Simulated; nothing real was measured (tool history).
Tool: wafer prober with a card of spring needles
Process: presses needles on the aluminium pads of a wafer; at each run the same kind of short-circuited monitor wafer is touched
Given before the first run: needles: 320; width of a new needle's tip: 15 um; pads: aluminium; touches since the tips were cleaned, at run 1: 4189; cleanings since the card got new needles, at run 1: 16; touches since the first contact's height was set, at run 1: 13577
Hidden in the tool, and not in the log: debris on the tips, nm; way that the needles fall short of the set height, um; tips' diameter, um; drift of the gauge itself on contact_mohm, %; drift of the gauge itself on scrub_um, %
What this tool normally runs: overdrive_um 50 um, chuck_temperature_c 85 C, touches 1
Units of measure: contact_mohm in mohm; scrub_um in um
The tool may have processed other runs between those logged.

run     day  overdrive_um  chuck_temperature_c  touches  touches since the tips were cleaned  cleanings since the card got new needles  touches since the first contact's height was set  contact_mohm  scrub_um
  1       0            50                   85        1                                 4189                                        16                                             13577           283    10.461
      0.204  -- tips cleaned on abrasive film
  2   0.842            50                   85        1                                 4431                                        17                                             19407           313    10.464
      1.104  -- tips cleaned on abrasive film
      1.896  -- tips cleaned on abrasive film
  3   1.896            50                   85        1                                    0                                        19                                             26679           180    10.446
      2.725  -- tips cleaned on abrasive film
  4     2.9            50                   85        1                                 1226                                        20                                             33656           236    10.449
      3.517  -- tips cleaned on abrasive film
      3.733  -- tips cleaned on abrasive film, once more
  5   4.217            50                   85        1                                 3356                                        22                                             42738           283    10.421
      4.521  -- tips cleaned on abrasive film
        5.3  -- tips cleaned on abrasive film
  6   5.825            50                   85        2                                 3650                                        24                                             53874           240    10.393
      6.108  -- tips cleaned on abrasive film
  7   6.571            50                   85        2                                 3228                                        25                                             59046           234    10.394
      7.012  -- tips cleaned on abrasive film
  8   7.379            50                   85        2                                 2541                                        26                                             64644           224    10.378
      7.883  -- tips cleaned on abrasive film
  9   8.554            50                   36        2                                 4661                                        27                                             72798           244    10.378
      8.696  -- tips cleaned on abrasive film
      9.575  -- tips cleaned on abrasive film
 10  10.067            49                   36        2                                 3425                                        29                                             83256           239    10.135
     10.388  -- tips cleaned on abrasive film
 11  11.079            31                  124        1                                 4824                                        30                                             90289           473     6.361
     11.167  -- tips cleaned on abrasive film
     11.296  -- height of the first contact set anew
     12.029  -- tips cleaned on abrasive film
 12  12.179            63                  102        2                                 1053                                        32                                              6129           194    13.204
     12.875  -- tips cleaned on abrasive film
     13.725  -- tips cleaned on abrasive film
 13  13.829            63                  102        2                                  734                                        34                                             17563           192    13.194
     14.608  -- tips cleaned on abrasive film
 14  15.279            45                  110        2                                 4672                                        35                                             27609           268     9.405
     15.454  -- tips cleaned on abrasive film
     16.317  -- tips cleaned on abrasive film
 15  16.729            64                  110        2                                 2857                                        37                                             37645           214    13.379
     17.171  -- tips cleaned on abrasive film
     17.967  -- tips cleaned on abrasive film
 16  18.371            49                   85        1                                 2811                                        39                                             49010           286    10.203
       18.8  -- tips cleaned on abrasive film
 17  19.362            57                   74        3                                 3917                                        40                                             55888           206    11.892
     19.642  -- tips cleaned on abrasive film
     20.496  -- tips cleaned on abrasive film
 18  20.875            33                   54        1                                 2634                                        42                                             66353           398      6.83
     21.408  -- tips cleaned on abrasive film
 19  22.104            33                   54        1                                 4854                                        43                                             74890           461     6.824
     22.258  -- tips cleaned on abrasive film
     23.096  -- tips cleaned on abrasive film
     23.908  -- tips cleaned on abrasive film
 20  23.908            33                   54        1                                    0                                        46                                             87344           200     6.779

Results per run with the tool's hidden condition removed, run-to-run variation unchanged:
run  contact_mohm  scrub_um
  1           167    10.483
  2           168    10.496
  3           167    10.496
  4           167    10.507
  5           168    10.498
  6           167    10.491
  7           166    10.503
  8           165    10.494
  9           160    10.505
 10           158    10.279
 11           182     6.513
 12           169    13.212
 13           169    13.225
 14           174     9.443
 15           168    13.434
 16           167    10.277
 17           168    11.975
 18           165     6.936
 19           166     6.939
 20           164     6.925
